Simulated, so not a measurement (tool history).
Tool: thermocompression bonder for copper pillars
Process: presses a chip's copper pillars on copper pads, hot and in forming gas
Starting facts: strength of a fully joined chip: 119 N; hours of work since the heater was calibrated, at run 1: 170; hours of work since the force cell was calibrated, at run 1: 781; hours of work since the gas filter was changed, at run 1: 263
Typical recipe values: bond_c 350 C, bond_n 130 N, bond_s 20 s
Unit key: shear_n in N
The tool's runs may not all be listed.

run   hour  bond_c  bond_n  bond_s  hours of work since the heater was calibrated  hours of work since the force cell was calibrated  hours of work since the gas filter was changed  shear_n
  1      0     350     130      20                                            170                                                781                                             263     44.7
  2   20.2     350     130      20                                            185                                                796                                             278     44.5
      23.9  -- forming gas filter changed
  3   38.5     350     130      20                                            199                                                810                                              11     45.7
  4   62.6     350     130      20                                            217                                                828                                              29     44.8
  5   91.5     350     181      20                                            238                                                849                                              50       55
  6  114.6     350     181      20                                            255                                                867                                              68     54.1
  7  135.5     328     130      20                                            271                                                882                                              83     35.3
  8  171.2     350     130      20                                            298                                                909                                             110     44.6
  9  193.2     350     130      20                                            314                                                925                                             126     45.2
 10  222.7     350     130      20                                            336                                                947                                             148     45.6
 11  254.9     354     130      20                                            360                                                971                                             172     46.6
 12  283.4     354      93      20                                            381                                                993                                             194       38
 13    311     350     130      15                                            402                                               1013                                             214     39.7
 14  348.8     350     130      15                                            430                                               1041                                             243     40.1
 15  383.8     350     130      15                                            456                                               1068                                             269     40.2
     397.4  -- forming gas filter changed
 16  403.9     350     130      20                                            471                                               1082                                               5     44.4
 17    440     350     130      20                                            498                                               1109                                              32     45.9
 18  463.8     350     130      20                                            516                                               1127                                              50     45.5
     498.1  -- heater calibrated with a thermocouple chip
 19  508.1     350     130      20                                              8                                               1159                                              81     45.3
 20  539.5     350     130      20                                             31                                               1182                                             105     44.8

Predict the results of run 21:
 21  572.2     377     185      19                                             55                                               1206                                             129        ?

shear_n: 68.7 N
Minus the tool's unlogged condition, the same run would have read shear_n 69.1 N.
